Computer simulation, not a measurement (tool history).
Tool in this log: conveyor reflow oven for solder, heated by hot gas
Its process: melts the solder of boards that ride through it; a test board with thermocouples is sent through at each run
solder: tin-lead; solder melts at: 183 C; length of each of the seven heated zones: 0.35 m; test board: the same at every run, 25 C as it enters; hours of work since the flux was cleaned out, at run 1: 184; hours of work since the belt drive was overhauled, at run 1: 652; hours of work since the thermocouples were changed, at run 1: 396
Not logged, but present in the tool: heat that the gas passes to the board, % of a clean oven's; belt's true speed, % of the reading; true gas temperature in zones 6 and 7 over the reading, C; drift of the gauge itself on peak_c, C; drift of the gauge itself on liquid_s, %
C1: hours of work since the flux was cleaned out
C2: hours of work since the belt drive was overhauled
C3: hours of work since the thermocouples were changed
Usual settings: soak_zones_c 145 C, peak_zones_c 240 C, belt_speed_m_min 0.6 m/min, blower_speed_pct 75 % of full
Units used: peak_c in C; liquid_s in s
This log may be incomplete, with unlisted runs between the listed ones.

Run 1, hour 0: usual settings; C1 184; C2 652; C3 396. Result: peak_c 226.3 C, liquid_s 60.8 s.
Run 2, hour 28.6: usual settings; C1 198; C2 666; C3 410. Result: peak_c 226.2 C, liquid_s 60.8 s.
At hour 41.4: flux residue cleaned out of gas plates and filters.
Run 3, hour 46.1: usual settings; C1 2; C2 672; C3 416. Result: peak_c 226.2 C, liquid_s 60.6 s.
Run 4, hour 58.5: usual settings; C1 8; C2 679; C3 422. Result: peak_c 226.4 C, liquid_s 61.1 s.
Run 5, hour 79.7: usual settings but belt_speed_m_min 0.623 m/min; C1 19; C2 689; C3 433. Result: peak_c 225.3 C, liquid_s 57.8 s.
Run 6, hour 95.2: usual settings but belt_speed_m_min 0.623 m/min; C1 26; C2 697; C3 440. Result: peak_c 225.3 C, liquid_s 58.1 s.
Run 7, hour 118.6: usual settings but belt_speed_m_min 0.623 m/min; C1 38; C2 708; C3 452. Result: peak_c 225.3 C, liquid_s 57.6 s.
Run 8, hour 136.2: usual settings but belt_speed_m_min 0.623 m/min, blower_speed_pct 81 % of full; C1 47; C2 717; C3 460. Result: peak_c 226.3 C, liquid_s 58.2 s.
Run 9, hour 150.8: usual settings but belt_speed_m_min 0.623 m/min, blower_speed_pct 81 % of full; C1 54; C2 724; C3 467. Result: peak_c 226 C, liquid_s 58.2 s.
Run 10, hour 175.6: usual settings but belt_speed_m_min 0.623 m/min, blower_speed_pct 81 % of full; C1 66; C2 736; C3 480. Result: peak_c 226.1 C, liquid_s 58.3 s.
Run 11, hour 203.3: usual settings; C1 80; C2 750; C3 493. Result: peak_c 226.4 C, liquid_s 60.7 s.
Run 12, hour 218.1: usual settings; C1 87; C2 757; C3 501. Result: peak_c 226.4 C, liquid_s 61 s.
At hour 236.7: belt drive overhauled, speed set with a stopwatch.
Run 13, hour 252.2: usual settings but soak_zones_c 131 C; C1 102; C2 8; C3 515. Result: peak_c 224.2 C, liquid_s 55.1 s.
Run 14, hour 266.1: usual settings but belt_speed_m_min 0.706 m/min, blower_speed_pct 74 % of full; C1 109; C2 14; C3 522. Result: peak_c 221.1 C, liquid_s 48.5 s.
Run 15, hour 287.3: usual settings but soak_zones_c 159 C, belt_speed_m_min 0.502 m/min, blower_speed_pct 67 % of full; C1 119; C2 25; C3 533. Result: peak_c 231.4 C, liquid_s 81.1 s.
Run 16, hour 306: usual settings but soak_zones_c 155 C, belt_speed_m_min 0.502 m/min, blower_speed_pct 62 % of full; C1 128; C2 34; C3 542. Result: peak_c 230.3 C, liquid_s 79 s.
Run 17, hour 334: usual settings but soak_zones_c 155 C, belt_speed_m_min 0.502 m/min, blower_speed_pct 62 % of full; C1 142; C2 48; C3 556. Result: peak_c 230.3 C, liquid_s 79.4 s.
Run 18, hour 359.3: usual settings but soak_zones_c 160 C, peak_zones_c 235 C, belt_speed_m_min 0.501 m/min, blower_speed_pct 84 % of full; C1 154; C2 60; C3 568. Result: peak_c 228.6 C, liquid_s 80.6 s.
Run 19, hour 383.5: usual settings but soak_zones_c 148 C, peak_zones_c 235 C, belt_speed_m_min 0.632 m/min, blower_speed_pct 84 % of full; C1 166; C2 72; C3 580. Result: peak_c 222 C, liquid_s 56.4 s.
Run 20, hour 405.6: usual settings but soak_zones_c 148 C, peak_zones_c 235 C, belt_speed_m_min 0.632 m/min, blower_speed_pct 84 % of full; C1 177; C2 83; C3 591. Result: peak_c 222.1 C, liquid_s 56.4 s.
Run 21, hour 429: usual settings but soak_zones_c 148 C, peak_zones_c 235 C, belt_speed_m_min 0.532 m/min, blower_speed_pct 53 % of full; C1 189; C2 95; C3 602. Result: peak_c 221.9 C, liquid_s 67 s.
Run 22, hour 454.5: usual settings but soak_zones_c 148 C, peak_zones_c 235 C, belt_speed_m_min 0.532 m/min, blower_speed_pct 53 % of full; C1 201; C2 107; C3 615. Result: peak_c 221.9 C, liquid_s 66.6 s.
At hour 461.2: flux residue cleaned out of gas plates and filters.
Run 23, hour 476.8: usual settings but soak_zones_c 134 C, peak_zones_c 251 C, belt_speed_m_min 0.559 m/min; C1 8; C2 116; C3 623. Result: peak_c 236.9 C, liquid_s 67.2 s.
Run 24, hour 493.6: usual settings but soak_zones_c 148 C, peak_zones_c 235 C; C1 16; C2 124; C3 632. Result: peak_c 222.3 C, liquid_s 59.8 s.

4 ways to go on from here, each from the tool as it stands after run 24. What would each give?
Run A, hour 511: usual settings but belt_speed_m_min 0.544 m/min; C1 24; C2 132; C3 640. Result: peak_c ?, liquid_s ?.
Run B, hour 511: usual settings but soak_zones_c 158 C, peak_zones_c 235 C, belt_speed_m_min 0.602 m/min, blower_speed_pct 64 % of full; C1 24; C2 132; C3 640. Result: peak_c ?, liquid_s ?.
Run C, hour 511: usual settings but soak_zones_c 151 C, peak_zones_c 242 C; C1 24; C2 132; C3 640. Result: peak_c ?, liquid_s ?.
Run D, hour 511: usual settings but soak_zones_c 148 C, peak_zones_c 245 C; C1 24; C2 132; C3 640. Result: peak_c ?, liquid_s ?.

run  peak_c  liquid_s
  A   228.9      68.8
  B   222.2      63.2
  C   229.1      64.2
  D   231.2      64.1
With the hidden condition removed and each run's random variation left untouched, the same runs would have given:
run  peak_c  liquid_s
  A   228.8      68.7
  B   222.2      63.2
  C     229      64.2
  D   231.2      64.1
